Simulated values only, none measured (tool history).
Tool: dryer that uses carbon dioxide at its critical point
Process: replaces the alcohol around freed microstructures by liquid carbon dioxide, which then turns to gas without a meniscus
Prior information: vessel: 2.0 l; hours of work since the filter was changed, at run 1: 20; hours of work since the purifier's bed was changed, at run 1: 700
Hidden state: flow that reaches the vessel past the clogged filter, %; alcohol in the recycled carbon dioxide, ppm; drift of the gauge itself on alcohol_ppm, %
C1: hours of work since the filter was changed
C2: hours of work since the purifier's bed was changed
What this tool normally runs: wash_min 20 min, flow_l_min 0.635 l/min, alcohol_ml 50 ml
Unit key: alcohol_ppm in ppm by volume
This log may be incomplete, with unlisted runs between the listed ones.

Run 1, hour 0.0: usual settings; C1 20; C2 700. Result: alcohol_ppm 291 ppm by volume.
Run 2, hour 52.3: usual settings but wash_min 23 min; C1 46; C2 725. Result: alcohol_ppm 234 ppm by volume.
Run 3, hour 86.3: usual settings but wash_min 21 min; C1 62; C2 742. Result: alcohol_ppm 299 ppm by volume.
Run 4, hour 136.4: usual settings but wash_min 21 min; C1 87; C2 766. Result: alcohol_ppm 328 ppm by volume.
Run 5, hour 191.2: usual settings but wash_min 21 min; C1 113; C2 793. Result: alcohol_ppm 353 ppm by volume.
Run 6, hour 223.8: usual settings but alcohol_ml 23 ml; C1 129; C2 809. Result: alcohol_ppm 291 ppm by volume.
Run 7, hour 272.4: usual settings but wash_min 14 min; C1 153; C2 832. Result: alcohol_ppm 1319 ppm by volume.
At hour 281.9: inlet filter changed.
Run 8, hour 301.2: usual settings but wash_min 14 min; C1 9; C2 846. Result: alcohol_ppm 829 ppm by volume.
Run 9, hour 326.9: usual settings but wash_min 14 min, flow_l_min 1.051 l/min; C1 22; C2 858. Result: alcohol_ppm 245 ppm by volume.
Run 10, hour 372.3: usual settings but wash_min 14 min, flow_l_min 1.051 l/min; C1 44; C2 881. Result: alcohol_ppm 251 ppm by volume.
Run 11, hour 398.8: usual settings but wash_min 14 min, flow_l_min 1.051 l/min; C1 57; C2 893. Result: alcohol_ppm 281 ppm by volume.
Run 12, hour 427.0: usual settings; C1 71; C2 907. Result: alcohol_ppm 382 ppm by volume.
Run 13, hour 457.2: usual settings; C1 85; C2 922. Result: alcohol_ppm 419 ppm by volume.
Run 14, hour 501.6: usual settings; C1 107; C2 944. Result: alcohol_ppm 412 ppm by volume.
Run 15, hour 549.3: usual settings; C1 130; C2 967. Result: alcohol_ppm 450 ppm by volume.
Run 16, hour 589.1: usual settings; C1 150; C2 986. Result: alcohol_ppm 501 ppm by volume.
At hour 603.6: inlet filter changed.
Run 17, hour 645.2: usual settings but flow_l_min 0.457 l/min; C1 20; C2 1013. Result: alcohol_ppm 829 ppm by volume.
Run 18, hour 680.0: usual settings but flow_l_min 0.457 l/min; C1 37; C2 1030. Result: alcohol_ppm 861 ppm by volume.
Run 19, hour 711.9: usual settings but flow_l_min 0.416 l/min, alcohol_ml 81 ml; C1 53; C2 1046. Result: alcohol_ppm 1785 ppm by volume.
Run 20, hour 760.0: usual settings but flow_l_min 0.416 l/min, alcohol_ml 81 ml; C1 76; C2 1069. Result: alcohol_ppm 1867 ppm by volume.
Run 21, hour 811.7: usual settings but wash_min 16 min, flow_l_min 0.436 l/min, alcohol_ml 44 ml; C1 101; C2 1094. Result: alcohol_ppm 1840 ppm by volume.
Run 22, hour 864.8: usual settings but flow_l_min 0.745 l/min; C1 127; C2 1120. Result: alcohol_ppm 360 ppm by volume.
At hour 925.7: inlet filter changed.
Run 23, hour 929.0: usual settings but wash_min 16 min, flow_l_min 0.421 l/min, alcohol_ml 27 ml; C1 2; C2 1151. Result: alcohol_ppm 1085 ppm by volume.
Run 24, hour 987.6: usual settings but wash_min 31 min, flow_l_min 0.799 l/min, alcohol_ml 45 ml; C1 30; C2 1179. Result: alcohol_ppm 238 ppm by volume.
Run 25, hour 1050.2: usual settings but wash_min 31 min, flow_l_min 0.799 l/min, alcohol_ml 45 ml; C1 61; C2 1210. Result: alcohol_ppm 246 ppm by volume.
Run 26, hour 1097.1: usual settings but wash_min 31 min, flow_l_min 0.799 l/min, alcohol_ml 45 ml; C1 84; C2 1233. Result: alcohol_ppm 250 ppm by volume.
Run 27, hour 1128.1: usual settings but flow_l_min 0.535 l/min, alcohol_ml 23 ml; C1 99; C2 1248. Result: alcohol_ppm 469 ppm by volume.
Run 28, hour 1172.2: usual settings but flow_l_min 0.535 l/min, alcohol_ml 23 ml; C1 120; C2 1269. Result: alcohol_ppm 488 ppm by volume.
Run 29, hour 1222.8: usual settings but wash_min 16 min, flow_l_min 0.930 l/min, alcohol_ml 81 ml; C1 145; C2 1294. Result: alcohol_ppm 481 ppm by volume.
At hour 1249.6: inlet filter changed.
Run 30, hour 1252.2: usual settings but wash_min 16 min, flow_l_min 0.930 l/min, alcohol_ml 55 ml; C1 1; C2 1308. Result: alcohol_ppm 335 ppm by volume.
At hour 1285.6: purifier's bed changed.
Run 31, hour 1299.5: usual settings but wash_min 16 min, flow_l_min 0.930 l/min, alcohol_ml 55 ml; C1 23; C2 7. Result: alcohol_ppm 86 ppm by volume.
Run 32, hour 1338.1: usual settings but wash_min 16 min, flow_l_min 0.930 l/min, alcohol_ml 55 ml; C1 42; C2 26. Result: alcohol_ppm 87 ppm by volume.
Run 33, hour 1376.3: usual settings but wash_min 26 min, alcohol_ml 37 ml; C1 60; C2 44. Result: alcohol_ppm 45 ppm by volume.
Run 34, hour 1423.7: usual settings but wash_min 26 min, alcohol_ml 37 ml; C1 83; C2 67. Result: alcohol_ppm 61 ppm by volume.
Run 35, hour 1472.7: usual settings but wash_min 18 min, flow_l_min 0.703 l/min, alcohol_ml 31 ml; C1 107; C2 91. Result: alcohol_ppm 176 ppm by volume.

Had the tool no unlogged condition, and each run kept its random variation, what would the results have been?
run  alcohol_ppm
  1          132
  2           68
  3          109
  4          107
  5          110
  6           69
  7          675
  8          637
  9           66
 10           57
 11           72
 12          136
 13          154
 14          127
 15          135
 16          142
 17          577
 18          570
 19         1314
 20         1286
 21         1225
 22           71
 23          837
 24            3
 25            7
 26            3
 27          141
 28          144
 29          101
 30           74
 31           74
 32           63
 33           26
 34           31
 35           95
